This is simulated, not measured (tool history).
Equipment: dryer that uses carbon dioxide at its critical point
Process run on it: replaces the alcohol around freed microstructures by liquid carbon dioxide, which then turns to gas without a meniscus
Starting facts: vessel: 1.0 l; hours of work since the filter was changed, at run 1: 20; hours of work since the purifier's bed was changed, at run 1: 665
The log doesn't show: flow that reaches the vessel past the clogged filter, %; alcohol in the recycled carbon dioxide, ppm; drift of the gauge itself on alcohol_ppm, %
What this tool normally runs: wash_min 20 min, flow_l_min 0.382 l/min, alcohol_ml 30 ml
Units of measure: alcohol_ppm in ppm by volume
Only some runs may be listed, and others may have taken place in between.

run   hour  wash_min  flow_l_min  alcohol_ml  hours of work since the filter was changed  hours of work since the purifier's bed was changed  alcohol_ppm
  1    0.0        20       0.382          30                                          20                                                 665           75
  2   20.7        18       0.382          30                                          35                                                 680          113
  3   38.1        25       0.382          30                                          48                                                 692           44
  4   48.4        25       0.382          30                                          55                                                 700           56
  5   71.7        25       0.382          30                                          72                                                 717           54
  6   91.2        20       0.382          38                                          86                                                 731          104
  7  115.6        20       0.382          38                                         104                                                 748          111
  8  138.8        20       0.382          30                                         121                                                 765           99
  9  153.9        20       0.382          30                                         131                                                 776          101
 10  174.1        20       0.382          30                                         146                                                 791           95
 11  193.7        20       0.309          30                                         160                                                 805          240
 12  216.0        25       0.332          68                                         176                                                 821          147
 13  229.6        17       0.439          27                                         186                                                 831          121
 14  248.5        17       0.439          27                                         200                                                 844          127
 15  270.5        17       0.439         113                                         216                                                 860          364
 16  290.0        17       0.439         113                                         230                                                 874          375
 17  301.5        17       0.382          30                                         238                                                 883          241
     304.7  -- inlet filter changed
 18  322.0        17       0.382          30                                          13                                                 897          151
 19  342.1        27       0.519          32                                          27                                                 911           56
 20  363.7        27       0.519          32                                          43                                                 927           52

Consider 5 possible next runs. They are alternatives, not a sequence: every one starts from the tool as it was left by run 20. What does each give?
  A  375.5        20       0.245          30                                          51                                                 935            ?
  B  375.5        18       0.420          30                                          51                                                 935            ?
  C  375.5        27       0.519          22                                          51                                                 935            ?
  D  375.5        15       0.590          63                                          51                                                 935            ?
  E  375.5        20       0.382          39                                          51                                                 935            ?

run  alcohol_ppm
  A          488
  B          102
  C           57
  D           84
  E          108
Stripped of hidden state, with their random variation kept, the same runs would have yielded:
run  alcohol_ppm
  A          394
  B           45
  C            7
  D           29
  E           52

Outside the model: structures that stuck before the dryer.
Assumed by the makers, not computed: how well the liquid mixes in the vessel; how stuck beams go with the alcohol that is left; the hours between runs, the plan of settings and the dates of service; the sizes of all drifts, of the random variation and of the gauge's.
